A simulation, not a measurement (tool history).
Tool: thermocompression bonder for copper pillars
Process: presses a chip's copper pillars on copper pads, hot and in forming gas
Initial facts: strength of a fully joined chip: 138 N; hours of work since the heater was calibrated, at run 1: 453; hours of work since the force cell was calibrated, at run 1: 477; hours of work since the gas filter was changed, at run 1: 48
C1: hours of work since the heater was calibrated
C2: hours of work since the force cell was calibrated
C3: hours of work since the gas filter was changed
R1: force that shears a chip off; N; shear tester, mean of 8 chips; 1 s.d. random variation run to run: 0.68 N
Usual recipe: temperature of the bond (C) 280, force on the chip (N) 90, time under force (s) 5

{"run": 1, "hour": 0.0, "temperature of the bond (C)": 280, "force on the chip (N)": 90, "time under force (s)": 5, "C1": 453, "C2": 477, "C3": 48, "R1": 45.8}
{"run": 2, "hour": 81.1, "temperature of the bond (C)": 280, "force on the chip (N)": 90, "time under force (s)": 5, "C1": 507, "C2": 530, "C3": 101, "R1": 45.0}
{"run": 3, "hour": 159.0, "temperature of the bond (C)": 280, "force on the chip (N)": 90, "time under force (s)": 5, "C1": 558, "C2": 581, "C3": 152, "R1": 44.1}
{"run": 4, "hour": 212.8, "temperature of the bond (C)": 280, "force on the chip (N)": 90, "time under force (s)": 5, "C1": 594, "C2": 617, "C3": 188, "R1": 41.7}
{"hour": 241.2, "done": "forming gas filter changed"}
{"run": 5, "hour": 291.8, "temperature of the bond (C)": 280, "force on the chip (N)": 90, "time under force (s)": 5, "C1": 645, "C2": 669, "C3": 33, "R1": 47.1}
{"run": 6, "hour": 362.0, "temperature of the bond (C)": 280, "force on the chip (N)": 90, "time under force (s)": 6, "C1": 692, "C2": 715, "C3": 80, "R1": 48.0}
{"run": 7, "hour": 423.0, "temperature of the bond (C)": 280, "force on the chip (N)": 90, "time under force (s)": 14, "C1": 732, "C2": 755, "C3": 120, "R1": 65.3}
{"run": 8, "hour": 456.8, "temperature of the bond (C)": 280, "force on the chip (N)": 56, "time under force (s)": 5, "C1": 754, "C2": 777, "C3": 142, "R1": 31.0}
{"run": 9, "hour": 505.6, "temperature of the bond (C)": 280, "force on the chip (N)": 56, "time under force (s)": 5, "C1": 786, "C2": 809, "C3": 174, "R1": 30.5}
{"run": 10, "hour": 543.8, "temperature of the bond (C)": 280, "force on the chip (N)": 56, "time under force (s)": 5, "C1": 811, "C2": 835, "C3": 199, "R1": 30.4}
{"hour": 556.0, "done": "forming gas filter changed"}
{"run": 11, "hour": 610.6, "temperature of the bond (C)": 287, "force on the chip (N)": 56, "time under force (s)": 8, "C1": 855, "C2": 878, "C3": 36, "R1": 42.7}
{"run": 12, "hour": 689.6, "temperature of the bond (C)": 303, "force on the chip (N)": 101, "time under force (s)": 4, "C1": 907, "C2": 930, "C3": 88, "R1": 58.4}
{"run": 13, "hour": 742.4, "temperature of the bond (C)": 280, "force on the chip (N)": 93, "time under force (s)": 3, "C1": 942, "C2": 965, "C3": 123, "R1": 34.8}
{"run": 14, "hour": 791.6, "temperature of the bond (C)": 280, "force on the chip (N)": 93, "time under force (s)": 3, "C1": 974, "C2": 997, "C3": 155, "R1": 35.8}
{"hour": 868.1, "done": "forming gas filter changed"}
{"run": 15, "hour": 868.1, "temperature of the bond (C)": 292, "force on the chip (N)": 90, "time under force (s)": 5, "C1": 1024, "C2": 1047, "C3": 0, "R1": 53.2}
{"run": 16, "hour": 930.3, "temperature of the bond (C)": 292, "force on the chip (N)": 90, "time under force (s)": 5, "C1": 1065, "C2": 1088, "C3": 41, "R1": 51.4}
{"hour": 992.0, "done": "heater calibrated with a thermocouple chip"}
{"run": 17, "hour": 1012.9, "temperature of the bond (C)": 273, "force on the chip (N)": 93, "time under force (s)": 9, "C1": 14, "C2": 1141, "C3": 94, "R1": 57.2}

Forecast each of these 5 alternatives for the next run:
{"run": "A", "hour": 1060.0, "temperature of the bond (C)": 300, "force on the chip (N)": 129, "time under force (s)": 12, "C1": 45, "C2": 1172, "C3": 125, "R1": "?"}
{"run": "B", "hour": 1060.0, "temperature of the bond (C)": 297, "force on the chip (N)": 100, "time under force (s)": 6, "C1": 45, "C2": 1172, "C3": 125, "R1": "?"}
{"run": "C", "hour": 1060.0, "temperature of the bond (C)": 252, "force on the chip (N)": 93, "time under force (s)": 12, "C1": 45, "C2": 1172, "C3": 125, "R1": "?"}
{"run": "D", "hour": 1060.0, "temperature of the bond (C)": 254, "force on the chip (N)": 93, "time under force (s)": 3, "C1": 45, "C2": 1172, "C3": 125, "R1": "?"}
{"run": "E", "hour": 1060.0, "temperature of the bond (C)": 299, "force on the chip (N)": 93, "time under force (s)": 5, "C1": 45, "C2": 1172, "C3": 125, "R1": "?"}

run=A R1=96.2
run=B R1=68.3
run=C R1=46.6
run=D R1=27.3
run=E R1=62.6
What these runs would have given with no unlogged condition in the tool:
run=A R1=99.7
run=B R1=70.1
run=C R1=47.7
run=D R1=27.8
run=E R1=64.3
